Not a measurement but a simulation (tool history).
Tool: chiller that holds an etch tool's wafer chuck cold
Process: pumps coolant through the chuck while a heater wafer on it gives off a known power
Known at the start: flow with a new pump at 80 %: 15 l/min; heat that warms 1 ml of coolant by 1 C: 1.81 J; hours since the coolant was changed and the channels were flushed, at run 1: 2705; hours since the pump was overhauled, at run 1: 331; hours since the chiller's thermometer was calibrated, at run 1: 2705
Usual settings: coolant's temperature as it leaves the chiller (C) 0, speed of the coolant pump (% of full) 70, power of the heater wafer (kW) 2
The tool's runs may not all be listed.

| run | day | coolant's temperature as it leaves the chiller (C) | speed of the coolant pump (% of full) | power of the heater wafer (kW) | hours since the coolant was changed and the channels were flushed | hours since the pump was overhauled | hours since the chiller's thermometer was calibrated | chuck's temperature once it has settled (C) | how much warmer the coolant comes back (C) |
|---|---|---|---|---|---|---|---|---|---|
| 1 | 0 | 0 | 70 | 2 | 2705 | 331 | 2705 | 14.5 | 5.16 |
| 2 | 0.738 | 0 | 70 | 2 | 2723 | 349 | 2723 | 14.3 | 5.21 |
| 3 | 2 | 0 | 68 | 2 | 2753 | 379 | 2753 | 14.9 | 5.33 |
| 4 | 2.754 | 0 | 70 | 2 | 2771 | 397 | 2771 | 14.5 | 5.21 |
| 5 | 3.267 | 0 | 70 | 1.306 | 2784 | 409 | 2784 | 9.4 | 3.45 |
| 6 | 3.871 | 0 | 70 | 1.306 | 2798 | 424 | 2798 | 9.4 | 3.36 |
| 7 | 5.1 | 0 | 70 | 1.306 | 2828 | 453 | 2828 | 9.4 | 3.33 |
| 8 | 5.675 | 0 | 70 | 1.306 | 2841 | 467 | 2841 | 9.4 | 3.41 |
| 9 | 6.808 | 0 | 68 | 1.306 | 2869 | 494 | 2869 | 9.6 | 3.54 |
| 10 | 7.992 | 0 | 68 | 1.306 | 2897 | 523 | 2897 | 9.7 | 3.54 |
| 11 | 8.792 | 0 | 70 | 1.01 | 2916 | 542 | 2916 | 7.4 | 2.71 |
| 12 | 9.592 | 0 | 70 | 1.01 | 2935 | 561 | 2935 | 7.4 | 2.65 |
| 13 | 10.812 | 3 | 70 | 2 | 2965 | 590 | 2965 | 17.4 | 5.26 |
| 14 | 11.442 | 0 | 70 | 2 | 2980 | 605 | 2980 | 14.5 | 5.28 |
| 15 | 12.221 | 0 | 70 | 2 | 2999 | 624 | 2999 | 14.6 | 5.22 |
| 16 | 13.404 | 0 | 70 | 2 | 3027 | 653 | 3027 | 14.6 | 5.28 |
| 17 | 14.05 | 9 | 70 | 2 | 3042 | 668 | 3042 | 23.4 | 5.25 |
| 18 | 15.008 | 9 | 70 | 2 | 3065 | 691 | 3065 | 23.3 | 5.29 |
| 19 | 15.583 | 9 | 70 | 2 | 3079 | 705 | 3079 | 23.5 | 5.26 |
| 20 | 16.467 | 9 | 70 | 2 | 3100 | 726 | 3100 | 23.3 | 5.31 |
| 21 | 17.721 | -5 | 70 | 2 | 3131 | 756 | 3131 | 9.5 | 5.32 |
| 22 | 18.675 | -3 | 91 | 2.011 | 3153 | 779 | 3153 | 8.8 | 3.99 |
| 23 | 19.683 | -3 | 76 | 1.838 | 3178 | 803 | 3178 | 9.5 | 4.51 |
| 24 | 20.821 | 1 | 67 | 1.253 | 3205 | 831 | 3205 | 10.3 | 3.53 |
| 25 | 21.646 | -7 | 91 | 1.253 | 3225 | 850 | 3225 | 0.5 | 2.62 |
| 26 | 22.212 | -7 | 88 | 1.253 | 3238 | 864 | 3238 | 0.5 | 2.64 |
| 27 | 22.967 | -8 | 88 | 1.253 | 3256 | 882 | 3256 | -0.4 | 2.69 |
| 28 | 24.192 | -8 | 88 | 1.253 | 3286 | 911 | 3286 | -0.3 | 2.76 |
| 29 | 25.129 | -6 | 81 | 2.857 | 3308 | 934 | 3308 | 12.6 | 6.49 |
| 30 | 26.292 | 0 | 70 | 1.95 | 3336 | 962 | 3336 | 14.1 | 5.23 |
| 31 | 27.325 | -2 | 85 | 2.78 | 3361 | 987 | 3361 | 15.3 | 6.04 |

Measured less the same run without the tool's hidden state. The same run-to-run variation is in both; the gauge's scatter may not be:
The hidden state here: heat passed by the chuck's channels, % of clean ones'; flow at a given pump speed, % of a new pump's; coolant's true temperature over the reading, C; drift of the gauge itself on chuck_c, C; drift of the gauge itself on warmer_back_c, C.
| run | how much warmer the coolant comes back (C) |
|---|---|
| 1 | +0 |
| 2 | +0.01 |
| 3 | +0.02 |
| 4 | +0.03 |
| 5 | +0.03 |
| 6 | +0.04 |
| 7 | +0.04 |
| 8 | +0.05 |
| 9 | +0.06 |
| 10 | +0.07 |
| 11 | +0.08 |
| 12 | +0.09 |
| 13 | +0.1 |
| 14 | +0.1 |
| 15 | +0.11 |
| 16 | +0.12 |
| 17 | +0.13 |
| 18 | +0.14 |
| 19 | +0.14 |
| 20 | +0.15 |
| 21 | +0.16 |
| 22 | +0.17 |
| 23 | +0.18 |
| 24 | +0.19 |
| 25 | +0.19 |
| 26 | +0.2 |
| 27 | +0.21 |
| 28 | +0.21 |
| 29 | +0.23 |
| 30 | +0.24 |
| 31 | +0.24 |
chuck's temperature once it has settled (C): within 0.1 of the measured result in every run.
